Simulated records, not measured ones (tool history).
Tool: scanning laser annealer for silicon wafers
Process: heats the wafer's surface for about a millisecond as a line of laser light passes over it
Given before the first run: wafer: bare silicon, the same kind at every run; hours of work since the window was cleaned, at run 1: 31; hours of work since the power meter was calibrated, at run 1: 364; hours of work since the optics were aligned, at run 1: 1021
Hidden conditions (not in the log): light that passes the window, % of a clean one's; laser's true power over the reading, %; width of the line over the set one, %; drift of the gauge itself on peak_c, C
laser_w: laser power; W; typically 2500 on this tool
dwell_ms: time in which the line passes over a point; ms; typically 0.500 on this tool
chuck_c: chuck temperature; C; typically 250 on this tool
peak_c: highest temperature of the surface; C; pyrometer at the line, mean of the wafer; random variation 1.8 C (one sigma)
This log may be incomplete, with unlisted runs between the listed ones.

run   hour  laser_w  dwell_ms  chuck_c  hours of work since the window was cleaned  hours of work since the power meter was calibrated  hours of work since the optics were aligned  peak_c
  1    0.0     2500     0.500      250                                          31                                                 364                                         1021     949
  2   21.9     2500     0.500      259                                          41                                                 374                                         1031     958
  3   36.9     2179     0.500      250                                          48                                                 381                                         1038     841
  4   48.0     2179     0.500      250                                          53                                                 386                                         1043     840
  5   67.9     2179     0.500      250                                          63                                                 395                                         1052     841
  6   86.0     2500     0.500      250                                          71                                                 404                                         1061     942
  7   98.5     2407     0.500      250                                          77                                                 409                                         1067     912
  8  114.6     2500     0.604      250                                          84                                                 417                                         1074    1004
  9  129.4     2500     0.500      250                                          91                                                 424                                         1081     941
 10  142.4     2500     0.500      273                                          97                                                 430                                         1087     965
 11  158.5     2500     0.500      250                                         104                                                 437                                         1094     942
 12  168.9     2500     0.500      250                                         109                                                 442                                         1099     941
 13  180.5     2500     0.500      250                                         114                                                 447                                         1104     943
 14  199.7     2500     0.500      250                                         123                                                 456                                         1113     940
 15  213.3     2500     0.500      250                                         130                                                 462                                         1120     939
 16  229.6     2500     0.500      250                                         137                                                 470                                         1127     942
 17  247.1     2500     0.500      250                                         145                                                 478                                         1135     937
 18  265.9     2500     0.500      234                                         154                                                 487                                         1144     921
 19  281.5     2500     0.500      234                                         161                                                 494                                         1151     924
 20  294.5     2500     0.500      288                                         167                                                 500                                         1157     979
 21  314.8     2500     0.500      288                                         176                                                 509                                         1166     974
 22  333.1     2549     0.533      272                                         185                                                 518                                         1175     992
 23  343.1     2500     0.361      250                                         189                                                 522                                         1179     841
 24  359.6     2500     0.356      250                                         197                                                 530                                         1187     839
 25  369.5     2500     0.356      250                                         202                                                 534                                         1192     842
 26  392.5     2500     0.356      250                                         212                                                 545                                         1202     838
 27  410.6     2500     0.356      218                                         221                                                 553                                         1210     805
 28  427.3     2563     0.518      272                                         228                                                 561                                         1218     987
 29  450.3     2225     0.500      280                                         239                                                 572                                         1229     873
 30  460.2     2225     0.500      280                                         243                                                 576                                         1233     873
 31  471.0     2391     0.357      250                                         248                                                 581                                         1238     806
 32  493.0     2391     0.363      217                                         259                                                 591                                         1248     778
 33  503.2     2444     0.450      271                                         263                                                 596                                         1253     903
 34  517.0     2500     0.590      262                                         270                                                 602                                         1260     994
 35  536.5     2655     0.500      244                                         279                                                 611                                         1269     974
 36  553.6     2333     0.530      250                                         286                                                 619                                         1276     891
 37  569.5     2500     0.500      241                                         294                                                 627                                         1284     917
 38  588.0     2500     0.500      241                                         302                                                 635                                         1292     917
 39  610.0     2500     0.500      241                                         313                                                 645                                         1302     921
 40  632.9     2560     0.450      250                                         323                                                 656                                         1313     916
 41  653.1     2719     0.500      279                                         332                                                 665                                         1322    1025

A few steps of peak_c between consecutive runs. Split each: what settings, incoming material and random variation would produce without the hidden state, and what is left over for the hidden state, along with gauge scatter present in only one of the two compared results (measured, and without hidden state):
Run 22 -> 23: laser_w 2549 -> 2500, dwell_ms 0.533 -> 0.361, chuck_c 272 -> 250. peak_c -151 C: hidden state +3, all else -154.
Run 27 -> 28: laser_w 2500 -> 2563, dwell_ms 0.356 -> 0.518, chuck_c 218 -> 272. peak_c +182 C: hidden state -4, all else +186.
Run 32 -> 33: laser_w 2391 -> 2444, dwell_ms 0.363 -> 0.450, chuck_c 217 -> 271. peak_c +125 C: hidden state -3, all else +128.
Run 33 -> 34: laser_w 2444 -> 2500, dwell_ms 0.450 -> 0.590, chuck_c 271 -> 262. peak_c +91 C: hidden state -4, all else +95.
Run 40 -> 41: laser_w 2560 -> 2719, dwell_ms 0.450 -> 0.500, chuck_c 250 -> 279. peak_c +109 C: hidden state -4, all else +113.
